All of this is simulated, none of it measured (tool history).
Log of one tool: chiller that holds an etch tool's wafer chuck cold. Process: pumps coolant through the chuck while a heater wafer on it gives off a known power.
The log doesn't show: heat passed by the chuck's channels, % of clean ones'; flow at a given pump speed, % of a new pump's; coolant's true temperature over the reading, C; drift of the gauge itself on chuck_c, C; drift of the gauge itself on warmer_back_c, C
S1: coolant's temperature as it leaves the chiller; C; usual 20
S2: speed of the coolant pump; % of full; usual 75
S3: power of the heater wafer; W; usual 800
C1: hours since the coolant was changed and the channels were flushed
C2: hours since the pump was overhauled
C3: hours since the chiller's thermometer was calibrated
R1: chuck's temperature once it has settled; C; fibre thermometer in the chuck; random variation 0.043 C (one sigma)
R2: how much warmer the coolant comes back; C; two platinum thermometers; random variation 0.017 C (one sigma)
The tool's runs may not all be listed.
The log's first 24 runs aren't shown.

run,hour,S1,S2,S3,C1,C2,C3,R1,R2
25,617.9,19,94,507,3315,1530,260,22.95,2.03
26,637.3,18,72,483,3334,1549,279,22.50,2.50
27,652.7,27,62,483,3349,1565,295,32.08,2.91
28,678.8,27,62,483,3376,1591,321,31.99,2.95
29,705.9,13,75,800,3403,1618,348,20.34,3.96
30,723.6,23,77,798,3420,1636,366,30.19,3.85
31,754.0,25,79,1143,3451,1666,396,35.07,5.43
32,780.5,25,79,1143,3477,1692,423,35.09,5.45

Forecast each of these 4 alternatives for the next run:
A,812.1,13,88,772,3509,1724,454,?,?
B,812.1,18,75,800,3509,1724,454,?,?
C,812.1,18,61,808,3509,1724,454,?,?
D,812.1,11,75,662,3509,1724,454,?,?

run,R1,R2
A,19.36,3.28
B,25.36,4.00
C,26.58,4.97
D,17.07,3.30
Without the tool's hidden state the same runs would have given:
run,R1,R2
A,18.79,3.18
B,24.73,3.88
C,25.86,4.83
D,16.54,3.20
